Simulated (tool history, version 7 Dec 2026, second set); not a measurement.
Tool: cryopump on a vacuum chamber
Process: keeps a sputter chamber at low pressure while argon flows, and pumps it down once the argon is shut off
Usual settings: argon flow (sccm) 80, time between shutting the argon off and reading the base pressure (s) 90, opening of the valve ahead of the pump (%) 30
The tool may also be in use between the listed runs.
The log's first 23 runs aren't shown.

run     day  argon flow (sccm)  time between shutting the argon off and reading the base pressure (s)  opening of the valve ahead of the pump (%)  hours of work since the pump was warmed up and emptied  hours of work since the cold head was overhauled  hours of work since the chamber's fittings were tightened  pressure while argon flows (Pa)  pressure after the wait (uPa)
 24    37.1                 38                                                                     59                                          48                                                     668                                              1754                                                       2060                           0.1475                           5.53
     37.738  -- leaking fittings of the chamber tightened, without venting
 25  38.333                 37                                                                     46                                          31                                                     692                                              1778                                                         12                           0.2148                            3.3
 26  39.638                 80                                                                     77                                          33                                                     719                                              1805                                                         39                           0.4369                           2.14
 27  40.746                 80                                                                     77                                          33                                                     742                                              1828                                                         62                           0.4404                           2.22
 28  42.746                 80                                                                     77                                          33                                                     783                                              1869                                                        104                           0.4432                           2.33
 29  44.296                 38                                                                     77                                          52                                                     815                                              1901                                                        136                           0.1399                           2.34
 30  45.821                 99                                                                     77                                          28                                                     847                                              1933                                                        167                           0.6409                            2.3
 31  47.342                 99                                                                     77                                          28                                                     878                                              1964                                                        199                           0.6415                           2.39
 32  49.042                 76                                                                    241                                          51                                                     914                                              1999                                                        234                           0.2901                           1.35
 33  50.146                 76                                                                    144                                          51                                                     936                                              2022                                                        257                           0.2891                           1.73

5 ways to go on from here, each from the tool as it stands after run 33. What would each give?
  A  51.508                 35                                                                     37                                          57                                                     965                                              2050                                                        285                                ?                              ?
  B  51.508                 76                                                                     27                                          42                                                     965                                              2050                                                        285                                ?                              ?
  C  51.508                 76                                                                    203                                          51                                                     965                                              2050                                                        285                                ?                              ?
  D  51.508                 76                                                                    144                                          34                                                     965                                              2050                                                        285                                ?                              ?
  E  51.508                 82                                                                     27                                          32                                                     965                                              2050                                                        285                                ?                              ?

run  pressure while argon flows (Pa)  pressure after the wait (uPa)
  A                           0.1212                           4.38
  B                           0.3456                           5.81
  C                           0.2896                           1.54
  D                           0.4173                           1.83
  E                           0.4773                           5.73
Without the tool's hidden state the same runs would have given:
run  pressure while argon flows (Pa)  pressure after the wait (uPa)
  A                           0.1036                           3.81
  B                           0.3071                           5.23
  C                           0.2512                           0.95
  D                            0.379                           1.24
  E                           0.4357                           5.15
